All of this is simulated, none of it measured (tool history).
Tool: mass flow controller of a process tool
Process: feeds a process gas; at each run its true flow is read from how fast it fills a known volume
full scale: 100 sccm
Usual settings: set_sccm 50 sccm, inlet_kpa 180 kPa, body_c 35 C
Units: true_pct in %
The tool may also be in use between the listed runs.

run     hour  set_sccm  inlet_kpa  body_c  true_pct
  1        0        50        180      35     100.2
  2    562.4        50        180      35    100.47
  3      811        50        180      35    100.38
  4   1131.8        50        180      35    100.61
  5   1398.3        50        180      35    100.59
  6     1727        50        180      35    100.83
  7   2022.7        50        151      35    100.78
  8   2404.4        50        151      35    101.12
  9   2867.4        50        180      35    100.99
 10   3403.9        50        180      35    101.23
 11   3947.7        50        180      35    101.39
 12     4316        50        180      35    101.58
 13     4655        50        180      35    101.74
 14   5063.5        50        180      35    101.73
 15   5539.2        14        180      35    103.51
 16   6124.2        14        180      35    103.77
 17   6661.1        14        180      35    104.09
 18   7109.6        19        180      35    103.49
 19   7584.8        50        180      24    101.77
 20   7916.3        50        180      35    102.48
 21     8341        50        180      35    102.76
 22   8718.8        50        225      35    102.82
 23   9032.1        50        225      35    102.98
 24   9365.8        50        180      35    102.95
 25   9772.8        18        140      36    104.96
 26  10340.1        18        140      36    105.37
 27  10638.8        68        152      28       103
 28  11069.3        50        180      20    102.58
 29  11642.3        50        164      35     103.8
 30    12209        50        164      35    103.97
 31  12550.7        50        164      35    103.83
 32  12982.9        50        164      35     99.61
 33  13332.9        50        164      35     99.84
 34  13876.8        50        164      35     99.94
 35  14231.6        62        208      36    100.27
 36  14519.7        32        198      22     99.12
 37  14972.3        32        198      22     99.23
 38  15283.1        39        162      37    100.45
 39    15619        18        222      24     99.73
 40  15904.2        18        222      24     99.82
 41  16441.5        63        164      24    100.18
 42  16743.4        95        180      22    100.55
 43  17018.6        29        180      35    100.86
 44    17262        15        180      23    100.68
 45  17631.4        29        167      23     100.3
 46  18199.3        27        181      25     100.7
 47    18652        27        181      25    100.85
 48  19043.6        24        181      39    102.08

Taken out of this log: 1 entry between the listed runs. Where each belongs, and how the hidden state differs across it:
Between runs 31 and 32: controller exchanged for a calibrated one (hour 12811.9)
  flow at rest that the sensor doesn't see, % of full scale: 0.829 -> 0.061; true flow over the shown one, %: 2.64 -> -0.14
  measured less the result without the state, true_pct: +4.3 -> -0.02 %
